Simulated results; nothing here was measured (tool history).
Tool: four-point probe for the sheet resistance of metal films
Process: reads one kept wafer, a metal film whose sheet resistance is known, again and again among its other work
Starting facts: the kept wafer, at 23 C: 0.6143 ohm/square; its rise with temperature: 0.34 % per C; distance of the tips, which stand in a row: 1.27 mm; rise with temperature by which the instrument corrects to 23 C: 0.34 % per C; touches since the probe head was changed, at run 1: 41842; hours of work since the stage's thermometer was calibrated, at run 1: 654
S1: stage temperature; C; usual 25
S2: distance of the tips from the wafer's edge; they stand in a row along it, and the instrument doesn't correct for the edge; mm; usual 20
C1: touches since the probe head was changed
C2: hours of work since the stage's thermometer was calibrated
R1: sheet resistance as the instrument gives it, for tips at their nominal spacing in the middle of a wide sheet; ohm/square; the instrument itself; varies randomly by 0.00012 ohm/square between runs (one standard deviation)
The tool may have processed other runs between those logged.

run,hour,S1,S2,C1,C2,R1
1,0,25,20,41842,654,0.614539
2,39.3,25,20,44082,681,0.614147
3,77,25,20,46237,707,0.614192
4,124.9,25,20,48971,741,0.614032
5,151.7,25,20,50501,759,0.61403
6,190.1,31,20,52693,786,0.614168
7,217.6,31,20,54262,805,0.614091
8,240.8,31,20,55585,821,0.61408
9,287,31,20,58223,854,0.614043
10,320.2,31,20,60120,877,0.61417
11,362.3,24,44,62521,906,0.612284
12,404.3,24,44,64921,935,0.612205
13,438,24,44,66842,959,0.612187
# hour 441.8: stage's thermometer calibrated
14,474.5,32,47,68898,23,0.612366

The next listed run, before its measurement:
15,508.1,32,47,70820,46,?

R1: 0.612464 ohm/square
Were there no unlogged condition in the tool, this run, its random variation unchanged, would have produced R1 0.61513 ohm/square.
